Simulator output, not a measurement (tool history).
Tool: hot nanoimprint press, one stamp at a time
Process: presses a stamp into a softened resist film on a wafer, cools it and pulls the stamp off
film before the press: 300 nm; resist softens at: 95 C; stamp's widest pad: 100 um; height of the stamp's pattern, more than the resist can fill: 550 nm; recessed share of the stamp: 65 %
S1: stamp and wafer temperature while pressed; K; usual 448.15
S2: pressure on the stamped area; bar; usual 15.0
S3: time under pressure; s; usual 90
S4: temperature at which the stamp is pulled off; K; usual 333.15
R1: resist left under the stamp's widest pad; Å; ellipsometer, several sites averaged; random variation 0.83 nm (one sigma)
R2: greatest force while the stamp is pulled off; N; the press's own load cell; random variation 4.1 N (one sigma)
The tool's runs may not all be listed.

| run | day | S1 | S2 | S3 | S4 | R1 | R2 |
|---|---|---|---|---|---|---|---|
| 1 | 0.000 | 448.15 | 15.0 | 90 | 333.15 | 1533 | 192 |
| 2 | 0.579 | 448.15 | 15.0 | 90 | 333.15 | 1547 | 201 |
| 3 | 0.929 | 448.15 | 15.0 | 90 | 333.15 | 1563 | 204 |
| 4 | 1.246 | 448.15 | 20.9 | 90 | 333.15 | 1338 | 204 |
| 5 | 1.492 | 448.15 | 20.9 | 90 | 333.15 | 1344 | 206 |
| 6 | 2.008 | 448.15 | 20.9 | 90 | 333.15 | 1341 | 197 |
| 7 | 2.438 | 448.15 | 20.9 | 90 | 333.15 | 1344 | 200 |
| 8 | 2.958 | 448.15 | 20.9 | 90 | 333.15 | 1351 | 203 |
| 9 | 3.475 | 448.15 | 20.9 | 90 | 333.15 | 1349 | 198 |
| 10 | 3.988 | 448.15 | 20.9 | 90 | 333.15 | 1352 | 197 |
| 11 | 4.338 | 448.15 | 20.9 | 90 | 336.15 | 1353 | 190 |
| 12 | 4.633 | 448.15 | 20.9 | 90 | 336.15 | 1355 | 194 |
| 13 | 5.200 | 448.15 | 15.0 | 90 | 333.15 | 1587 | 205 |
| 14 | 5.483 | 448.15 | 15.0 | 90 | 333.15 | 1574 | 196 |
| 15 | 5.921 | 448.15 | 15.0 | 90 | 333.15 | 1561 | 206 |
| 16 | 6.217 | 450.15 | 15.0 | 90 | 333.15 | 1476 | 199 |
|  | 6.642 | plate thermocouple calibrated |
| 17 | 6.788 | 448.15 | 21.4 | 90 | 333.15 | 1342 | 204 |
| 18 | 7.112 | 448.15 | 21.4 | 90 | 333.15 | 1340 | 205 |
| 19 | 7.433 | 448.15 | 21.4 | 90 | 333.15 | 1350 | 202 |
| 20 | 7.992 | 458.15 | 21.4 | 69 | 333.15 | 1141 | 205 |
|  | 8.521 | stamp cleaned and given a new release coat |
|  | 8.712 | gauge calibrated |
| 21 | 8.792 | 458.15 | 21.4 | 69 | 333.15 | 1119 | 195 |
| 22 | 9.046 | 447.15 | 9.0 | 90 | 333.15 | 1912 | 206 |
| 23 | 9.350 | 439.15 | 21.4 | 90 | 333.15 | 1695 | 204 |
| 24 | 9.704 | 439.15 | 21.4 | 165 | 319.15 | 1376 | 243 |
| 25 | 10.146 | 439.15 | 14.9 | 165 | 319.15 | 1596 | 237 |
| 26 | 10.629 | 440.15 | 17.1 | 93 | 333.15 | 1782 | 200 |
| 27 | 11.125 | 459.15 | 17.1 | 93 | 337.15 | 1082 | 183 |
| 28 | 11.675 | 444.15 | 17.1 | 64 | 336.15 | 1827 | 191 |
| 29 | 12.012 | 448.15 | 15.0 | 53 | 325.15 | 1845 | 226 |

4 ways to go on from here, each from the tool as it stands after run 29. What would each give?
| A | 12.496 | 448.15 | 15.0 | 129 | 322.15 | ? | ? |
| B | 12.496 | 448.15 | 15.2 | 90 | 333.15 | ? | ? |
| C | 12.496 | 444.15 | 15.0 | 70 | 338.15 | ? | ? |
| D | 12.496 | 448.15 | 15.0 | 60 | 333.15 | ? | ? |

| run | R1 | R2 |
|---|---|---|
| A | 1360 | 236 |
| B | 1546 | 199 |
| C | 1864 | 187 |
| D | 1769 | 202 |
Without the tool's hidden state the same runs would have given:
| run | R1 | R2 |
|---|---|---|
| A | 1343 | 236 |
| B | 1526 | 198 |
| C | 1841 | 186 |
| D | 1747 | 201 |
